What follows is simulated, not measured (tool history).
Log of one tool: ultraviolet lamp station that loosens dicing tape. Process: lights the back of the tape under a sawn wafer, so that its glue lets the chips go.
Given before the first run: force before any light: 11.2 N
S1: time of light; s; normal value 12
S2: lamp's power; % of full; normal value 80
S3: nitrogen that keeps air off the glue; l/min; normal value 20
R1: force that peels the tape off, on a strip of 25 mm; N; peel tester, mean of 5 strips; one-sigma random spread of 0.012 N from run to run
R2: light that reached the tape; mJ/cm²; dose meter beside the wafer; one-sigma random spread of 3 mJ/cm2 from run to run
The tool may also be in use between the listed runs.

| run | day | S1 | S2 | S3 | R1 | R2 |
|---|---|---|---|---|---|---|
| 1 | 0 | 12 | 80 | 20 | 1.15 | 324 |
| 2 | 2.65 | 12 | 80 | 20 | 1.21 | 310 |
| 3 | 4.317 | 12 | 80 | 20 | 1.302 | 302 |
| 4 | 5.8 | 12 | 80 | 20 | 1.307 | 305 |
| 5 | 8.708 | 12 | 80 | 20 | 1.372 | 296 |
| 6 | 10.85 | 12 | 80 | 23 | 1.309 | 285 |
| 7 | 13.567 | 12 | 80 | 23 | 1.384 | 277 |
| 8 | 15.242 | 12 | 80 | 23 | 1.469 | 270 |
| 9 | 17.229 | 12 | 97 | 20 | 1.093 | 324 |
| 10 | 19.7 | 12 | 97 | 10 | 1.906 | 318 |
| 11 | 22.629 | 12 | 97 | 10 | 1.981 | 308 |
| 12 | 24.283 | 12 | 97 | 10 | 2.072 | 300 |
| 13 | 27.1 | 12 | 97 | 10 | 2.106 | 295 |
| 14 | 28.804 | 9 | 80 | 20 | 2.934 | 179 |
|  | 29.921 | lamp changed |
| 15 | 31.912 | 12 | 64 | 33 | 0.928 | 308 |
| 16 | 34.438 | 12 | 64 | 33 | 0.98 | 295 |
|  | 35.408 | window cleaned of glue's vapour |
| 17 | 36.879 | 12 | 64 | 33 | 0.753 | 334 |
| 18 | 38.596 | 12 | 84 | 20 | 0.584 | 437 |
| 19 | 40.108 | 12 | 84 | 20 | 0.597 | 431 |
| 20 | 42.517 | 23 | 71 | 20 | 0.228 | 681 |
| 21 | 45.425 | 23 | 71 | 20 | 0.239 | 661 |
| 22 | 47.179 | 23 | 71 | 20 | 0.23 | 659 |
| 23 | 48.583 | 23 | 71 | 20 | 0.231 | 647 |
| 24 | 51.217 | 23 | 71 | 20 | 0.249 | 636 |
| 25 | 53.125 | 23 | 71 | 20 | 0.255 | 623 |
| 26 | 56.042 | 23 | 71 | 11 | 0.417 | 616 |
| 27 | 59.175 | 23 | 71 | 11 | 0.461 | 592 |
| 28 | 61.062 | 17 | 78 | 35 | 0.328 | 478 |

4 ways to go on from here, each from the tool as it stands after run 28. What would each give?
| A | 62.933 | 15 | 89 | 17 | ? | ? |
| B | 62.933 | 17 | 73 | 13 | ? | ? |
| C | 62.933 | 17 | 62 | 18 | ? | ? |
| D | 62.933 | 17 | 62 | 35 | ? | ? |

| run | R1 | R2 |
|---|---|---|
| A | 0.557 | 475 |
| B | 0.824 | 441 |
| C | 0.903 | 370 |
| D | 0.576 | 370 |
Had the tool no hidden state, the same runs would have come out as:
| run | R1 | R2 |
|---|---|---|
| A | 0.303 | 620 |
| B | 0.438 | 576 |
| C | 0.477 | 483 |
| D | 0.311 | 484 |

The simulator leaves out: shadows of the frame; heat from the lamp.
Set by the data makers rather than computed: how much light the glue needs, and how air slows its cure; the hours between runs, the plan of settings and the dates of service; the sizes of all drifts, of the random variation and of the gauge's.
